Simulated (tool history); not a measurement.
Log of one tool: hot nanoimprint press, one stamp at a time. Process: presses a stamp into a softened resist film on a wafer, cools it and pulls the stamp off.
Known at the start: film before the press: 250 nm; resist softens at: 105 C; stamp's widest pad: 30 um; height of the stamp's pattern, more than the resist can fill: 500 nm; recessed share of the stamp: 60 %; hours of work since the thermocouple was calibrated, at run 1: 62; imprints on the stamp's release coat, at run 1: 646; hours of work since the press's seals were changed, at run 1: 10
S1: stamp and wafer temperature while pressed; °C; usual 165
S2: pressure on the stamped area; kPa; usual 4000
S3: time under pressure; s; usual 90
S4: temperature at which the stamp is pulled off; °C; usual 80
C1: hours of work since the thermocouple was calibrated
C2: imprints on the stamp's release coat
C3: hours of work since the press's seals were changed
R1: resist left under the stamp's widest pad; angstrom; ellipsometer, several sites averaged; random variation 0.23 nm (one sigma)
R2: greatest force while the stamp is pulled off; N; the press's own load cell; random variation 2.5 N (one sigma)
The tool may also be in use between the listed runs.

{"run": 1, "hour": 0.0, "S1": 165, "S2": 4000, "S3": 90, "S4": 80, "C1": 62, "C2": 646, "C3": 10, "R1": 1195, "R2": 142}
{"run": 2, "hour": 41.6, "S1": 165, "S2": 4920, "S3": 90, "S4": 80, "C1": 87, "C2": 792, "C3": 35, "R1": 1075, "R2": 154}
{"run": 3, "hour": 81.1, "S1": 165, "S2": 4000, "S3": 90, "S4": 80, "C1": 111, "C2": 931, "C3": 58, "R1": 1196, "R2": 155}
{"run": 4, "hour": 130.8, "S1": 165, "S2": 4000, "S3": 90, "S4": 80, "C1": 140, "C2": 1105, "C3": 88, "R1": 1201, "R2": 164}
{"hour": 184.4, "done": "stamp cleaned and given a new release coat"}
{"run": 5, "hour": 185.2, "S1": 165, "S2": 4000, "S3": 90, "S4": 80, "C1": 169, "C2": 2, "C3": 116, "R1": 1204, "R2": 112}
{"run": 6, "hour": 218.1, "S1": 165, "S2": 4000, "S3": 90, "S4": 80, "C1": 188, "C2": 118, "C3": 136, "R1": 1206, "R2": 120}
{"hour": 224.1, "done": "plate thermocouple calibrated"}
{"run": 7, "hour": 271.5, "S1": 163, "S2": 4000, "S3": 90, "S4": 80, "C1": 28, "C2": 295, "C3": 166, "R1": 1328, "R2": 126}
{"run": 8, "hour": 320.0, "S1": 163, "S2": 2440, "S3": 49, "S4": 80, "C1": 57, "C2": 466, "C3": 195, "R1": 1903, "R2": 136}
{"hour": 356.7, "done": "plate thermocouple calibrated, once more"}
{"run": 9, "hour": 374.8, "S1": 165, "S2": 5590, "S3": 90, "S4": 80, "C1": 11, "C2": 647, "C3": 225, "R1": 1000, "R2": 140}
{"run": 10, "hour": 432.5, "S1": 173, "S2": 2450, "S3": 90, "S4": 80, "C1": 45, "C2": 850, "C3": 260, "R1": 1083, "R2": 155}
{"run": 11, "hour": 466.7, "S1": 173, "S2": 2450, "S3": 90, "S4": 82, "C1": 65, "C2": 970, "C3": 280, "R1": 1087, "R2": 149}

3 ways to go on from here, each from the tool as it stands after run 11. What would each give?
{"run": "A", "hour": 494.9, "S1": 173, "S2": 2930, "S3": 90, "S4": 82, "C1": 82, "C2": 1070, "C3": 297, "R1": "?", "R2": "?"}
{"run": "B", "hour": 494.9, "S1": 165, "S2": 2610, "S3": 90, "S4": 73, "C1": 82, "C2": 1070, "C3": 297, "R1": "?", "R2": "?"}
{"run": "C", "hour": 494.9, "S1": 175, "S2": 4000, "S3": 90, "S4": 80, "C1": 82, "C2": 1070, "C3": 297, "R1": "?", "R2": "?"}

run=A R1=991 R2=157
run=B R1=1468 R2=173
run=C R1=763 R2=161
Without the tool's hidden state the same runs would have given:
run=A R1=987 R2=109
run=B R1=1463 R2=121
run=C R1=759 R2=112
